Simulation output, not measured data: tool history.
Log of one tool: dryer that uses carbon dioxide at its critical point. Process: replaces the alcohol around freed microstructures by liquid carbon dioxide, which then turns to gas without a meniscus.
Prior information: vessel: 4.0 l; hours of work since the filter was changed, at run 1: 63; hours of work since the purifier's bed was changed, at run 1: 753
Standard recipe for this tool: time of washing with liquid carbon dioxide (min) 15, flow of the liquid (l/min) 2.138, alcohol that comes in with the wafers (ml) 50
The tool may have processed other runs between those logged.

run    hour  time of washing with liquid carbon dioxide (min)  flow of the liquid (l/min)  alcohol that comes in with the wafers (ml)  hours of work since the filter was changed  hours of work since the purifier's bed was changed  alcohol left in the vessel before it's heated (ppm by volume)
  1       0                                                15                       2.138                                          50                                          63                                                 753                                                             59
  2    68.7                                                15                       2.138                                          50                                         101                                                 792                                                             65
  3   133.7                                                15                       2.138                                          50                                         138                                                 828                                                             62
      169.2  -- inlet filter changed
  4   200.3                                                15                       2.138                                          50                                          17                                                 865                                                             63
  5   252.8                                                15                       2.138                                          50                                          47                                                 894                                                             55
  6   297.3                                                15                       2.138                                          50                                          72                                                 919                                                             65
  7   326.3                                                15                       2.138                                          50                                          88                                                 935                                                             68
  8   388.1                                                15                       2.138                                          50                                         123                                                 970                                                             68
      452.4  -- inlet filter changed
  9   457.8                                                11                       2.138                                          50                                           3                                                1009                                                            130
 10   521.4                                                15                       2.138                                          50                                          39                                                1044                                                             72
 11   557.3                                                15                       2.138                                          50                                          59                                                1065                                                             71
 12   593.6                                                17                       2.138                                          50                                          79                                                1085                                                             65
 13   636.9                                                15                       2.138                                          50                                         104                                                1109                                                             74
 14   680.6                                                16                       2.138                                          50                                         128                                                1134                                                             74
      735.1  -- inlet filter changed
 15   744.7                                                15                       2.138                                          50                                           5                                                1169                                                             68
 16   811.8                                                15                       2.138                                          50                                          43                                                1207                                                             69
 17   849.7                                                15                       2.138                                          78                                          64                                                1228                                                             91
 18   893.2                                                15                       2.138                                          78                                          89                                                1253                                                            100
      939.1  -- purifier's bed changed
 19   949.4                                                15                       2.138                                          76                                         119                                                   6                                                             41
 20   981.7                                                11                       2.138                                          60                                         137                                                  24                                                            173
     1018.8  -- inlet filter changed
 21  1037.3                                                22                        2.03                                          36                                          10                                                  55                                                              9
 22  1095.9                                                16                        1.57                                         101                                          43                                                  87                                                            136
 23  1162.3                                                10                        1.74                                          48                                          81                                                 125                                                            363
 24  1221.1                                                15                        3.45                                          48                                         114                                                 158                                                             17
 25  1260.9                                                19                        1.62                                          97                                         136                                                 180                                                             75
 26  1292.3                                                19                        1.62                                          97                                         154                                                 198                                                             90
     1298.9  -- inlet filter changed
 27  1332.6                                                19                        1.62                                          97                                          19                                                 220                                                             52
 28  1386.2                                                16                         2.9                                          54                                          49                                                 250                                                             18
 29  1432.1                                                16                         2.9                                          54                                          75                                                 276                                                             28
 30  1466.4                                                16                         2.9                                          54                                          94                                                 295                                                             16
 31  1508.6                                                16                         2.9                                          54                                         118                                                 318                                                             29
 32  1574.5                                                12                        1.29                                          50                                         155                                                 355                                                            720
     1579.4  -- inlet filter changed
 33  1610.9                                                12                        2.37                                          94                                          18                                                 375                                                             76
 34  1661.9                                                19                        1.75                                          48                                          46                                                 404                                                             29
 35  1710.3                                                19                        2.64                                          76                                          73                                                 431                                                             34

What will run 36 give?
 36  1752.1                                                18                        3.28                                          50                                          97                                                 455                                                              ?

For run 36 the tool returned alcohol left in the vessel before it's heated (ppm by volume) 21.
Without the tool's hidden state the same run would have given alcohol left in the vessel before it's heated (ppm by volume) 0.

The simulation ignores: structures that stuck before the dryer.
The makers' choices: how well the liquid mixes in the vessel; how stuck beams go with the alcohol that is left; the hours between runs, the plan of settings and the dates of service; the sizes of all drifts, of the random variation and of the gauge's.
